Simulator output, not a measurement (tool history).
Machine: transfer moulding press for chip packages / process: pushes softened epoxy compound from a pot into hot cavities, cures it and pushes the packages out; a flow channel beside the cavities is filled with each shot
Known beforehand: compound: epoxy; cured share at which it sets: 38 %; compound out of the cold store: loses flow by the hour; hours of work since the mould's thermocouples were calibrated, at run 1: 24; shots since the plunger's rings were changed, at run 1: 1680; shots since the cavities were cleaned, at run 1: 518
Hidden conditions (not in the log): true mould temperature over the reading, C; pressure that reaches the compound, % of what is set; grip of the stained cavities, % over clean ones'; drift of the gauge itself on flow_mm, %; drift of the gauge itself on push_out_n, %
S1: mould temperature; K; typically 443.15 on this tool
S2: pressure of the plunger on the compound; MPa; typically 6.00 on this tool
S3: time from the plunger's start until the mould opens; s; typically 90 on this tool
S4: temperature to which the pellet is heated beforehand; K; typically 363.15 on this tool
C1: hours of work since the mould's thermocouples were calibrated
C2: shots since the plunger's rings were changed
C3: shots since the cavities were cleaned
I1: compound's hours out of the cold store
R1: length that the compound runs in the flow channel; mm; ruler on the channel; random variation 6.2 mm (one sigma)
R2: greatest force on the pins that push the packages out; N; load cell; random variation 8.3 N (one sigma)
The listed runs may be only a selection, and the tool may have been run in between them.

{"run": 1, "day": 0.0, "S1": 443.15, "S2": 6.0, "S3": 90, "S4": 363.15, "C1": 24, "C2": 1680, "C3": 518, "I1": 40.6, "R1": 654, "R2": 658}
{"day": 0.779, "done": "cavities cleaned with cleaning compound and waxed"}
{"run": 2, "day": 1.133, "S1": 443.15, "S2": 6.0, "S3": 90, "S4": 363.15, "C1": 42, "C2": 2063, "C3": 126, "I1": 37.0, "R1": 647, "R2": 466}
{"run": 3, "day": 1.975, "S1": 443.15, "S2": 6.0, "S3": 90, "S4": 363.15, "C1": 56, "C2": 2366, "C3": 429, "I1": 22.4, "R1": 668, "R2": 627}
{"run": 4, "day": 2.633, "S1": 443.15, "S2": 6.0, "S3": 90, "S4": 363.15, "C1": 67, "C2": 2602, "C3": 665, "I1": 36.2, "R1": 653, "R2": 709}
{"day": 3.029, "done": "cavities cleaned with cleaning compound and waxed"}
{"run": 5, "day": 3.588, "S1": 443.15, "S2": 6.0, "S3": 90, "S4": 363.15, "C1": 82, "C2": 2921, "C3": 201, "I1": 35.4, "R1": 638, "R2": 521}
{"run": 6, "day": 4.538, "S1": 443.15, "S2": 6.0, "S3": 90, "S4": 367.15, "C1": 98, "C2": 3261, "C3": 541, "I1": 47.1, "R1": 632, "R2": 662}
{"day": 5.338, "done": "cavities cleaned with cleaning compound and waxed"}
{"run": 7, "day": 5.854, "S1": 443.15, "S2": 6.0, "S3": 122, "S4": 363.15, "C1": 119, "C2": 3710, "C3": 185, "I1": 26.0, "R1": 642, "R2": 468}
{"run": 8, "day": 6.529, "S1": 443.15, "S2": 6.0, "S3": 122, "S4": 363.15, "C1": 131, "C2": 3952, "C3": 427, "I1": 42.7, "R1": 617, "R2": 590}
{"run": 9, "day": 7.471, "S1": 436.15, "S2": 6.0, "S3": 90, "S4": 363.15, "C1": 147, "C2": 4289, "C3": 764, "I1": 15.9, "R1": 691, "R2": 1039}
{"day": 7.658, "done": "cavities cleaned with cleaning compound and waxed"}
{"run": 10, "day": 8.492, "S1": 436.15, "S2": 6.0, "S3": 90, "S4": 363.15, "C1": 163, "C2": 4632, "C3": 298, "I1": 44.7, "R1": 631, "R2": 764}
{"run": 11, "day": 9.129, "S1": 436.15, "S2": 6.0, "S3": 90, "S4": 363.15, "C1": 173, "C2": 4861, "C3": 527, "I1": 26.0, "R1": 659, "R2": 899}
{"day": 9.946, "done": "cavities cleaned with cleaning compound and waxed"}
{"run": 12, "day": 10.138, "S1": 436.15, "S2": 6.0, "S3": 90, "S4": 363.15, "C1": 189, "C2": 5200, "C3": 69, "I1": 23.9, "R1": 669, "R2": 591}
{"day": 10.308, "done": "mould's thermocouples calibrated"}
{"day": 11.117, "done": "plunger's sealing rings changed"}
{"run": 13, "day": 11.358, "S1": 443.15, "S2": 4.64, "S3": 78, "S4": 363.15, "C1": 16, "C2": 86, "C3": 439, "I1": 31.2, "R1": 593, "R2": 710}
{"day": 12.371, "done": "cavities cleaned with cleaning compound and waxed"}
{"run": 14, "day": 12.371, "S1": 443.15, "S2": 6.96, "S3": 97, "S4": 363.15, "C1": 32, "C2": 426, "C3": 0, "I1": 37.7, "R1": 721, "R2": 345}
{"run": 15, "day": 13.667, "S1": 443.15, "S2": 6.96, "S3": 97, "S4": 363.15, "C1": 54, "C2": 891, "C3": 465, "I1": 37.7, "R1": 700, "R2": 621}
{"day": 14.65, "done": "cavities cleaned with cleaning compound and waxed"}
{"run": 16, "day": 14.967, "S1": 437.15, "S2": 6.08, "S3": 90, "S4": 363.15, "C1": 74, "C2": 1334, "C3": 113, "I1": 47.1, "R1": 675, "R2": 574}
{"day": 15.129, "done": "mould's thermocouples calibrated, once more"}
{"run": 17, "day": 16.171, "S1": 445.15, "S2": 6.0, "S3": 123, "S4": 365.15, "C1": 18, "C2": 1736, "C3": 515, "I1": 28.2, "R1": 658, "R2": 639}
{"day": 16.979, "done": "cavities cleaned with cleaning compound and waxed"}
{"run": 18, "day": 17.271, "S1": 445.15, "S2": 6.0, "S3": 128, "S4": 365.15, "C1": 35, "C2": 2108, "C3": 106, "I1": 15.9, "R1": 677, "R2": 420}
{"run": 19, "day": 18.15, "S1": 445.15, "S2": 6.0, "S3": 128, "S4": 365.15, "C1": 50, "C2": 2422, "C3": 420, "I1": 29.7, "R1": 642, "R2": 578}
{"day": 19.25, "done": "cavities cleaned with cleaning compound and waxed"}
{"run": 20, "day": 19.546, "S1": 443.15, "S2": 6.0, "S3": 93, "S4": 367.15, "C1": 72, "C2": 2900, "C3": 107, "I1": 35.6, "R1": 644, "R2": 455}
{"run": 21, "day": 20.625, "S1": 443.15, "S2": 5.65, "S3": 90, "S4": 363.15, "C1": 90, "C2": 3286, "C3": 493, "I1": 37.0, "R1": 614, "R2": 665}

Here are 5 independent what-if runs from the current tool condition. What would each one return?
{"day": 21.496, "done": "cavities cleaned with cleaning compound and waxed"}
{"run": "A", "day": 21.75, "S1": 445.15, "S2": 6.0, "S3": 90, "S4": 356.15, "C1": 108, "C2": 3667, "C3": 92, "I1": 20.5, "R1": "?", "R2": "?"}
{"day": 21.496, "done": "cavities cleaned with cleaning compound and waxed"}
{"run": "B", "day": 21.75, "S1": 443.15, "S2": 6.32, "S3": 90, "S4": 357.15, "C1": 108, "C2": 3667, "C3": 92, "I1": 35.8, "R1": "?", "R2": "?"}
{"day": 21.496, "done": "cavities cleaned with cleaning compound and waxed"}
{"run": "C", "day": 21.75, "S1": 443.15, "S2": 6.0, "S3": 129, "S4": 363.15, "C1": 108, "C2": 3667, "C3": 92, "I1": 29.7, "R1": "?", "R2": "?"}
{"day": 21.496, "done": "cavities cleaned with cleaning compound and waxed"}
{"run": "D", "day": 21.75, "S1": 443.15, "S2": 6.0, "S3": 79, "S4": 366.15, "C1": 108, "C2": 3667, "C3": 92, "I1": 23.9, "R1": "?", "R2": "?"}
{"day": 21.496, "done": "cavities cleaned with cleaning compound and waxed"}
{"run": "E", "day": 21.75, "S1": 448.15, "S2": 5.65, "S3": 77, "S4": 356.15, "C1": 108, "C2": 3667, "C3": 92, "I1": 17.1, "R1": "?", "R2": "?"}

run=A R1=646 R2=431
run=B R1=648 R2=457
run=C R1=628 R2=419
run=D R1=644 R2=499
run=E R1=611 R2=445
With no hidden state in the tool, these same runs would have given:
run=A R1=694 R2=345
run=B R1=697 R2=369
run=C R1=676 R2=336
run=D R1=693 R2=401
run=E R1=657 R2=357
